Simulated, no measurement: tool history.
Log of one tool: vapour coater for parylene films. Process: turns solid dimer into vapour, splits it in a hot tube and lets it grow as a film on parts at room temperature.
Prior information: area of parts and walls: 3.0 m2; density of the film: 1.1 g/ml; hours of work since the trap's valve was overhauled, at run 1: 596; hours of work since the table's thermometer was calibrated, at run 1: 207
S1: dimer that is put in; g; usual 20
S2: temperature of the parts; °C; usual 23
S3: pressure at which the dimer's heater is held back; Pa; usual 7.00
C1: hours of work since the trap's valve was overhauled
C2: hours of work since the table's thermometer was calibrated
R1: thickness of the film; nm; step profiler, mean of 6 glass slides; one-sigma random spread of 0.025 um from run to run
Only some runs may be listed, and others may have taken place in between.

| run | hour | S1 | S2 | S3 | C1 | C2 | R1 |
|---|---|---|---|---|---|---|---|
| 1 | 0.0 | 20 | 23 | 7.00 | 596 | 207 | 3590 |
| 2 | 16.5 | 33 | 23 | 7.00 | 610 | 221 | 5890 |
| 3 | 26.7 | 33 | 23 | 7.00 | 618 | 229 | 5880 |
| 4 | 38.7 | 16 | 23 | 7.00 | 628 | 239 | 2850 |
|  | 54.0 | trap's valve overhauled |
| 5 | 54.6 | 34 | 23 | 7.00 | 1 | 248 | 6750 |
| 6 | 63.3 | 20 | 23 | 3.00 | 8 | 255 | 4820 |
| 7 | 74.2 | 20 | 23 | 3.00 | 16 | 264 | 4810 |
| 8 | 86.7 | 33 | 23 | 7.00 | 27 | 274 | 6540 |
| 9 | 104.4 | 33 | 23 | 7.00 | 41 | 289 | 6590 |
| 10 | 122.0 | 20 | 23 | 7.00 | 55 | 303 | 4010 |
| 11 | 139.7 | 20 | 23 | 7.00 | 70 | 318 | 4000 |
| 12 | 147.2 | 20 | 28 | 7.00 | 76 | 324 | 3500 |
| 13 | 165.4 | 20 | 23 | 7.00 | 91 | 339 | 3920 |
|  | 167.7 | table's thermometer calibrated |
| 14 | 181.0 | 20 | 23 | 7.00 | 103 | 11 | 3930 |
| 15 | 193.8 | 20 | 23 | 7.00 | 113 | 21 | 3930 |
| 16 | 211.1 | 20 | 23 | 4.11 | 127 | 35 | 4390 |
| 17 | 227.4 | 20 | 20 | 7.00 | 140 | 49 | 4220 |
| 18 | 243.8 | 20 | 23 | 2.32 | 154 | 62 | 4980 |
|  | 246.6 | table's thermometer calibrated, once more |
| 19 | 256.4 | 20 | 23 | 2.32 | 163 | 8 | 5100 |
| 20 | 273.8 | 20 | 23 | 7.00 | 178 | 22 | 3990 |
| 21 | 292.2 | 20 | 23 | 7.00 | 193 | 37 | 3900 |
| 22 | 300.2 | 20 | 23 | 7.00 | 199 | 44 | 3910 |
| 23 | 311.7 | 20 | 23 | 7.00 | 208 | 53 | 3920 |
| 24 | 323.0 | 20 | 23 | 7.00 | 218 | 62 | 3940 |
| 25 | 339.1 | 23 | 23 | 7.00 | 231 | 75 | 4450 |
| 26 | 350.3 | 23 | 27 | 7.00 | 240 | 85 | 4050 |
| 27 | 366.9 | 19 | 16 | 5.87 | 253 | 98 | 4600 |
| 28 | 383.4 | 19 | 16 | 5.87 | 267 | 112 | 4580 |
| 29 | 398.8 | 25 | 23 | 3.70 | 279 | 124 | 5590 |
| 30 | 410.6 | 20 | 20 | 7.00 | 289 | 134 | 4160 |
| 31 | 426.4 | 20 | 20 | 7.00 | 302 | 147 | 4140 |
| 32 | 442.9 | 18 | 26 | 7.76 | 315 | 160 | 3130 |
| 33 | 457.9 | 14 | 32 | 8.29 | 328 | 172 | 2060 |
| 34 | 466.9 | 14 | 32 | 8.29 | 335 | 180 | 2040 |
| 35 | 474.7 | 14 | 32 | 8.29 | 341 | 186 | 2050 |
| 36 | 490.2 | 14 | 32 | 5.66 | 354 | 199 | 2250 |
| 37 | 501.3 | 15 | 22 | 9.35 | 363 | 208 | 2700 |
| 38 | 513.6 | 15 | 22 | 9.35 | 373 | 218 | 2690 |
| 39 | 527.5 | 15 | 22 | 9.35 | 384 | 229 | 2700 |
| 40 | 539.6 | 15 | 22 | 9.35 | 394 | 239 | 2740 |
| 41 | 550.5 | 15 | 22 | 9.35 | 403 | 248 | 2770 |
| 42 | 564.4 | 15 | 22 | 9.35 | 414 | 259 | 2720 |
| 43 | 576.2 | 22 | 33 | 7.79 | 424 | 269 | 3110 |
| 44 | 588.9 | 20 | 16 | 2.39 | 434 | 279 | 5470 |
| 45 | 598.1 | 20 | 16 | 2.39 | 442 | 286 | 5440 |
| 46 | 609.8 | 36 | 23 | 7.00 | 451 | 296 | 6770 |
| 47 | 622.8 | 17 | 17 | 2.27 | 462 | 307 | 4640 |
| 48 | 640.7 | 33 | 22 | 9.09 | 476 | 321 | 5920 |

How the hidden state differs across the entries between the runs, from the last listed run before each to the first after it:
Run 4 -> run 5: trap's valve overhauled (hour 54.0)
  vapour lost through the trap's worn valve, %: 11.8 -> 0.6
  measured value less the no-hidden-state value, R1: -400 -> -90 nm
Run 13 -> run 14: table's thermometer calibrated (hour 167.7)
  vapour lost through the trap's worn valve, %: 2.2 -> 2.3; true temperature of the parts over the reading, C: 0.27 -> 0.3
  measured value less the no-hidden-state value, R1: -120 -> -130 nm
Run 18 -> run 19: table's thermometer calibrated, once more (hour 246.6)
  vapour lost through the trap's worn valve, %: 3.2 -> 3.4; true temperature of the parts over the reading, C: 0.31 -> -0.17
  measured value less the no-hidden-state value, R1: -200 -> -150 nm

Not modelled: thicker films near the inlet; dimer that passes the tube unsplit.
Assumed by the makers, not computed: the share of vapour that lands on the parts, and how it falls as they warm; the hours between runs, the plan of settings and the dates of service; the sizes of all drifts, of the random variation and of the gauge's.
